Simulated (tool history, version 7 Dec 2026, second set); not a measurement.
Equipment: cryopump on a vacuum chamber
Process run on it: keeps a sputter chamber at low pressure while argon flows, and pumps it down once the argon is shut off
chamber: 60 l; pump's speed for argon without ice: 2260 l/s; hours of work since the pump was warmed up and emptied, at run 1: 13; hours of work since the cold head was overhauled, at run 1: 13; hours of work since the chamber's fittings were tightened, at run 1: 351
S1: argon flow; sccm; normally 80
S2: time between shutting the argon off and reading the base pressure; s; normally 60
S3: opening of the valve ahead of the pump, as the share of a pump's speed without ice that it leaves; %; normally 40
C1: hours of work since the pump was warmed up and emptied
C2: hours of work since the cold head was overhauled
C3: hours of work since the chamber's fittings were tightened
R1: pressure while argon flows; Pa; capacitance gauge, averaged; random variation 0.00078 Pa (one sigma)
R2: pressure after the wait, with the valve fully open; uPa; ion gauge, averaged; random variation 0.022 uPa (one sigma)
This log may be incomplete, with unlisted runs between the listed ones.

{"run": 1, "day": 0.0, "S1": 80, "S2": 60, "S3": 40, "C1": 13, "C2": 13, "C3": 351, "R1": 0.1495, "R2": 0.86}
{"run": 2, "day": 0.542, "S1": 32, "S2": 60, "S3": 40, "C1": 24, "C2": 24, "C3": 362, "R1": 0.0599, "R2": 0.86}
{"run": 3, "day": 1.183, "S1": 32, "S2": 60, "S3": 40, "C1": 37, "C2": 37, "C3": 375, "R1": 0.0607, "R2": 0.89}
{"run": 4, "day": 1.483, "S1": 32, "S2": 60, "S3": 40, "C1": 43, "C2": 43, "C3": 382, "R1": 0.0593, "R2": 0.88}
{"run": 5, "day": 1.779, "S1": 32, "S2": 60, "S3": 40, "C1": 49, "C2": 49, "C3": 388, "R1": 0.0594, "R2": 0.91}
{"run": 6, "day": 2.433, "S1": 32, "S2": 60, "S3": 40, "C1": 62, "C2": 62, "C3": 401, "R1": 0.0613, "R2": 0.94}
{"run": 7, "day": 2.817, "S1": 32, "S2": 60, "S3": 40, "C1": 70, "C2": 70, "C3": 409, "R1": 0.0603, "R2": 0.91}
{"run": 8, "day": 3.375, "S1": 32, "S2": 60, "S3": 40, "C1": 81, "C2": 81, "C3": 420, "R1": 0.0614, "R2": 0.94}
{"run": 9, "day": 3.908, "S1": 80, "S2": 60, "S3": 40, "C1": 92, "C2": 92, "C3": 431, "R1": 0.1507, "R2": 0.95}
{"run": 10, "day": 4.425, "S1": 80, "S2": 60, "S3": 52, "C1": 103, "C2": 103, "C3": 442, "R1": 0.1164, "R2": 0.93}
{"run": 11, "day": 4.896, "S1": 80, "S2": 60, "S3": 52, "C1": 113, "C2": 113, "C3": 451, "R1": 0.1175, "R2": 0.92}
{"run": 12, "day": 5.279, "S1": 80, "S2": 60, "S3": 52, "C1": 120, "C2": 120, "C3": 459, "R1": 0.1179, "R2": 0.93}
{"run": 13, "day": 5.942, "S1": 80, "S2": 60, "S3": 40, "C1": 134, "C2": 134, "C3": 473, "R1": 0.1518, "R2": 0.96}
{"run": 14, "day": 6.367, "S1": 80, "S2": 60, "S3": 40, "C1": 143, "C2": 143, "C3": 481, "R1": 0.1525, "R2": 1.0}
{"run": 15, "day": 6.738, "S1": 80, "S2": 60, "S3": 40, "C1": 150, "C2": 150, "C3": 489, "R1": 0.1519, "R2": 0.95}
{"run": 16, "day": 7.412, "S1": 80, "S2": 60, "S3": 40, "C1": 164, "C2": 164, "C3": 503, "R1": 0.1525, "R2": 0.97}
{"run": 17, "day": 7.954, "S1": 79, "S2": 60, "S3": 40, "C1": 175, "C2": 175, "C3": 514, "R1": 0.1506, "R2": 0.98}
{"run": 18, "day": 8.429, "S1": 135, "S2": 181, "S3": 39, "C1": 185, "C2": 185, "C3": 523, "R1": 0.2638, "R2": 0.66}
{"run": 19, "day": 9.046, "S1": 100, "S2": 123, "S3": 17, "C1": 197, "C2": 197, "C3": 536, "R1": 0.4464, "R2": 0.76}
{"run": 20, "day": 9.425, "S1": 96, "S2": 125, "S3": 58, "C1": 205, "C2": 205, "C3": 544, "R1": 0.1283, "R2": 0.83}
{"run": 21, "day": 9.967, "S1": 68, "S2": 125, "S3": 31, "C1": 216, "C2": 216, "C3": 555, "R1": 0.1669, "R2": 0.78}
{"run": 22, "day": 10.304, "S1": 60, "S2": 44, "S3": 23, "C1": 223, "C2": 223, "C3": 562, "R1": 0.1971, "R2": 1.22}
{"run": 23, "day": 10.95, "S1": 80, "S2": 60, "S3": 37, "C1": 236, "C2": 236, "C3": 575, "R1": 0.1639, "R2": 1.07}
{"run": 24, "day": 11.558, "S1": 60, "S2": 157, "S3": 21, "C1": 249, "C2": 249, "C3": 587, "R1": 0.2167, "R2": 0.75}
{"run": 25, "day": 11.938, "S1": 60, "S2": 157, "S3": 21, "C1": 256, "C2": 256, "C3": 595, "R1": 0.2168, "R2": 0.77}
{"run": 26, "day": 12.571, "S1": 60, "S2": 157, "S3": 21, "C1": 269, "C2": 269, "C3": 608, "R1": 0.2166, "R2": 0.78}
{"run": 27, "day": 13.129, "S1": 49, "S2": 62, "S3": 40, "C1": 281, "C2": 281, "C3": 619, "R1": 0.094, "R2": 1.13}
{"run": 28, "day": 13.462, "S1": 78, "S2": 60, "S3": 49, "C1": 287, "C2": 287, "C3": 626, "R1": 0.1239, "R2": 1.1}
{"run": 29, "day": 13.817, "S1": 96, "S2": 60, "S3": 40, "C1": 295, "C2": 295, "C3": 633, "R1": 0.1865, "R2": 1.09}
{"run": 30, "day": 14.417, "S1": 48, "S2": 21, "S3": 22, "C1": 307, "C2": 307, "C3": 646, "R1": 0.1653, "R2": 1.97}
{"run": 31, "day": 14.792, "S1": 52, "S2": 168, "S3": 35, "C1": 315, "C2": 315, "C3": 653, "R1": 0.1145, "R2": 0.84}
{"run": 32, "day": 15.317, "S1": 80, "S2": 101, "S3": 22, "C1": 325, "C2": 325, "C3": 664, "R1": 0.2779, "R2": 0.95}
{"run": 33, "day": 15.775, "S1": 40, "S2": 125, "S3": 54, "C1": 335, "C2": 335, "C3": 673, "R1": 0.0574, "R2": 0.88}
{"run": 34, "day": 16.383, "S1": 80, "S2": 60, "S3": 27, "C1": 347, "C2": 347, "C3": 686, "R1": 0.2285, "R2": 1.2}

Alternative continuations, all from the tool just after run 34; predict every row:
{"run": "A", "day": 16.708, "S1": 132, "S2": 101, "S3": 18, "C1": 354, "C2": 354, "C3": 692, "R1": "?", "R2": "?"}
{"run": "B", "day": 16.708, "S1": 80, "S2": 60, "S3": 50, "C1": 354, "C2": 354, "C3": 692, "R1": "?", "R2": "?"}
{"run": "C", "day": 16.708, "S1": 80, "S2": 60, "S3": 18, "C1": 354, "C2": 354, "C3": 692, "R1": "?", "R2": "?"}
{"run": "D", "day": 16.708, "S1": 80, "S2": 71, "S3": 53, "C1": 354, "C2": 354, "C3": 692, "R1": "?", "R2": "?"}
{"run": "E", "day": 16.708, "S1": 80, "S2": 135, "S3": 42, "C1": 354, "C2": 354, "C3": 692, "R1": "?", "R2": "?"}

run=A R1=0.5596 R2=0.98
run=B R1=0.1254 R2=1.17
run=C R1=0.3369 R2=1.14
run=D R1=0.1196 R2=1.10
run=E R1=0.1491 R2=0.87
Take away the tool's hidden state, keep each run's random variation, and the runs would have read:
run=A R1=0.5493 R2=0.43
run=B R1=0.1192 R2=0.61
run=C R1=0.3307 R2=0.59
run=D R1=0.1133 R2=0.54
run=E R1=0.1428 R2=0.31
